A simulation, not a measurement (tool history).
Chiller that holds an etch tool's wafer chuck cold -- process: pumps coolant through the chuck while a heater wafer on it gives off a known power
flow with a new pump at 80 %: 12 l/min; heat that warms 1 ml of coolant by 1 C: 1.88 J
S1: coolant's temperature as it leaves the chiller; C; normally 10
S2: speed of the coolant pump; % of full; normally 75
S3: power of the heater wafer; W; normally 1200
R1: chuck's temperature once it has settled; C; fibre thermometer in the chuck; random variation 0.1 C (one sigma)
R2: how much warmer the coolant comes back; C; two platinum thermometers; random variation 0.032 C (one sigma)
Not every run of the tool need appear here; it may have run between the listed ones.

run   hour  S1  S2    S3    R1    R2
  1      0  10  75  1200  26.6  3.61
        22  -- coolant changed, channels flushed
  2   82.6  10  75  1200  25.3  3.61
     127.5  -- chiller's thermometer calibrated
  3  164.4  10  75  1200  24.6  3.61
  4  230.2  10  75  1200  24.7  3.62
     239.9  -- coolant pump overhauled
  5  277.8  10  75  1010  22.5  3.07
  6  354.1   5  75  1010  17.4  3.11
  7  425.4   5  75  1010  17.4  3.05
  8  468.6   5  75  1010  17.5  3.05
       487  -- coolant pump overhauled, once more
  9  554.3   4  67   733  13.6   2.3
 10  601.7   4  67   733  13.5  2.37

Below are 5 alternative next runs, each starting from the tool's condition after run 10. Predict each:
  A   639   9  81  1091   ?   ?
  B   639  10  61  1200   ?   ?
  C   639   4  66   733   ?   ?
  D   639  13  77  1193   ?   ?
  E   639   4  67   967   ?   ?

run    R1    R2
  A  21.2  2.86
  B  27.1  4.31
  C  13.7  2.46
  D  26.8   3.3
  E  16.8  3.16
Stripped of hidden state, with their random variation kept, the same runs would have yielded:
run    R1    R2
  A    21  2.87
  B  26.9  4.33
  C  13.5  2.47
  D  26.6  3.31
  E  16.6  3.17
